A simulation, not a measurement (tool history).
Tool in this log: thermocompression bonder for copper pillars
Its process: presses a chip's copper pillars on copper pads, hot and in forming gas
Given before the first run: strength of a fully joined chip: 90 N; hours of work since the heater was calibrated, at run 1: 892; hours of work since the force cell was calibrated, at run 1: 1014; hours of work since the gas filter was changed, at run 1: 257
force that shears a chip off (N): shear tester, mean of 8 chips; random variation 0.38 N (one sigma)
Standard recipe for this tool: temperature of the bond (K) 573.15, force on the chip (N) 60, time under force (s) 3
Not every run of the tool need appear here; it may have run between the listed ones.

run,hour,temperature of the bond (K),force on the chip (N),time under force (s),hours of work since the heater was calibrated,hours of work since the force cell was calibrated,hours of work since the gas filter was changed,force that shears a chip off (N)
1,0.0,573.15,60,3,892,1014,257,44.4
2,27.7,573.15,60,3,908,1030,273,44.2
3,45.5,573.15,60,3,918,1040,283,43.8
4,78.6,573.15,75,3,938,1059,302,50.0
5,109.0,573.15,60,3,955,1077,320,43.8
6,144.2,573.15,60,3,975,1097,340,44.3
7,166.4,573.15,60,3,988,1110,353,43.8
8,196.7,573.15,60,3,1006,1128,371,43.8
9,219.4,573.15,60,3,1019,1141,384,43.1
10,243.3,573.15,60,3,1033,1155,398,43.6
11,265.4,573.15,60,3,1046,1167,410,42.4
12,281.6,573.15,60,3,1055,1177,420,42.7
# hour 298.3: force cell calibrated
13,303.1,573.15,60,3,1066,3,431,41.8
14,341.2,573.15,60,4,1088,25,453,45.3
15,367.4,573.15,60,4,1104,40,468,45.8
# hour 380.2: forming gas filter changed
16,406.9,573.15,60,4,1126,63,15,46.4
17,426.2,573.15,60,3,1137,74,27,42.5
18,454.4,573.15,60,3,1154,90,43,42.3
19,470.8,565.15,60,3,1163,99,52,37.9
20,500.2,577.15,60,3,1180,116,69,44.0
21,518.5,577.15,60,3,1191,127,80,44.3
22,546.6,573.15,81,3,1207,143,96,49.4
23,579.8,590.15,43,2,1226,162,115,36.1
24,611.0,569.15,55,5,1244,181,133,45.1
25,640.9,597.15,59,5,1261,198,151,62.6
26,660.1,544.15,45,2,1273,209,162,18.3
# hour 677.2: heater calibrated with a thermocouple chip
27,688.7,579.15,41,3,7,224,177,39.9
28,715.5,579.15,41,3,22,240,193,39.2
29,747.4,570.15,60,2,41,258,211,38.3
30,764.5,592.15,60,3,50,268,221,56.5
31,798.2,567.15,56,3,70,288,241,41.5
32,836.4,567.15,56,3,92,310,263,41.2
33,856.4,567.15,56,3,104,321,274,40.8
34,893.5,567.15,56,3,125,343,296,40.6
35,917.5,564.15,60,2,139,357,310,35.7
36,951.4,564.15,60,2,159,376,329,34.9
37,979.9,564.15,60,2,175,393,346,34.7
38,1006.6,552.15,78,9,190,408,361,57.5
39,1026.2,581.15,84,2,202,419,372,52.7
40,1054.5,547.15,60,2,218,436,389,27.3
41,1086.9,584.15,54,4,237,455,407,53.2

Difference, measured minus no-hidden-state, one row per run. Run-to-run variation is common to both terms; the gauge's own scatter need not be:
Hidden conditions of the tool in this case: true temperature of the bond over the reading, C; force that reaches the chip, % of what is set; oxide that the forming gas leaves, % of the face; drift of the gauge itself on shear_n, %.
run,force that shears a chip off (N)
1,-2.2
2,-2.4
3,-2.4
4,-2.6
5,-2.5
6,-2.6
7,-2.7
8,-2.8
9,-2.9
10,-3.0
11,-3.0
12,-3.0
13,-5.1
14,-5.6
15,-5.6
16,-4.3
17,-4.2
18,-4.3
19,-4.2
20,-4.4
21,-4.4
22,-4.8
23,-4.0
24,-4.8
25,-4.6
26,-3.0
27,+0.0
28,-0.1
29,-0.1
30,-0.3
31,-0.2
32,-0.4
33,-0.4
34,-0.5
35,-0.5
36,-0.6
37,-0.6
38,-1.2
39,-1.1
40,-0.7
41,-1.3
